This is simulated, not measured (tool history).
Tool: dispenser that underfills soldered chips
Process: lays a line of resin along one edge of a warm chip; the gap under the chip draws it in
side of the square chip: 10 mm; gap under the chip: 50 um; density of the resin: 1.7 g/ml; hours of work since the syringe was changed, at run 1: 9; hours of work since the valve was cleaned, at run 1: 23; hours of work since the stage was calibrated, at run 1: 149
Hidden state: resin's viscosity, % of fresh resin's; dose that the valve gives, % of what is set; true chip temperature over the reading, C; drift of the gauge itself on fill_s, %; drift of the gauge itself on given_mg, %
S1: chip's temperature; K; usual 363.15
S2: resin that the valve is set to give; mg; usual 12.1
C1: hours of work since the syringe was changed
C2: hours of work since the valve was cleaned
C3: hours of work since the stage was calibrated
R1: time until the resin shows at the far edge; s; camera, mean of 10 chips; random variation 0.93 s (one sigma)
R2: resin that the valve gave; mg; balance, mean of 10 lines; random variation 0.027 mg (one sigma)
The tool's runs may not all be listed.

run 1 day=0.000 | S1=363.15 S2=12.1 | C1=9 C2=23 C3=149 | R1=141.8 R2=11.93
-- day=0.050 new syringe of resin
run 2 day=0.133 | S1=363.15 S2=12.1 | C1=1 C2=25 C3=151 | R1=96.6 R2=11.92
run 3 day=0.267 | S1=363.15 S2=12.1 | C1=4 C2=27 C3=153 | R1=108.1 R2=11.92
run 4 day=0.462 | S1=363.15 S2=12.1 | C1=7 C2=31 C3=157 | R1=130.4 R2=11.89
-- day=0.600 new syringe of resin
run 5 day=0.696 | S1=363.15 S2=12.1 | C1=2 C2=34 C3=161 | R1=101.0 R2=11.84
run 6 day=0.825 | S1=363.15 S2=11.5 | C1=4 C2=37 C3=163 | R1=113.0 R2=11.29
run 7 day=1.025 | S1=376.15 S2=12.5 | C1=7 C2=40 C3=166 | R1=75.2 R2=12.20
run 8 day=1.121 | S1=376.15 S2=12.5 | C1=9 C2=42 C3=168 | R1=80.9 R2=12.16
-- day=1.154 new syringe of resin
-- day=1.238 dispensing valve cleaned and set on the balance
run 9 day=1.275 | S1=354.15 S2=12.7 | C1=1 C2=1 C3=170 | R1=146.2 R2=12.76
run 10 day=1.375 | S1=358.15 S2=11.3 | C1=3 C2=2 C3=171 | R1=136.8 R2=11.24

How the hidden state differs across the entries between the runs, from the last listed run before each to the first after it:
Between runs 1 and 2: new syringe of resin (day 0.050)
  resin's viscosity, % of fresh resin's: 158.2 -> 107.2; dose that the valve gives, % of what is set: 98.65 -> 98.52
  measured less the result without the state, R1: +54.9 -> +9.1 s; R2: -0.16 -> -0.18 mg
Between runs 4 and 5: new syringe of resin (day 0.600)
  resin's viscosity, % of fresh resin's: 142.8 -> 109.5; dose that the valve gives, % of what is set: 98.14 -> 97.88; true chip temperature over the reading, C: -0.6 -> -0.61
  measured less the result without the state, R1: +41.8 -> +11.6 s; R2: -0.22 -> -0.25 mg
Between runs 8 and 9: new syringe of resin (day 1.154); dispensing valve cleaned and set on the balance (day 1.238)
  resin's viscosity, % of fresh resin's: 158.1 -> 107.1; dose that the valve gives, % of what is set: 97.42 -> 100.15
  measured less the result without the state, R1: +31.3 -> +13.8 s; R2: -0.32 -> +0.02 mg
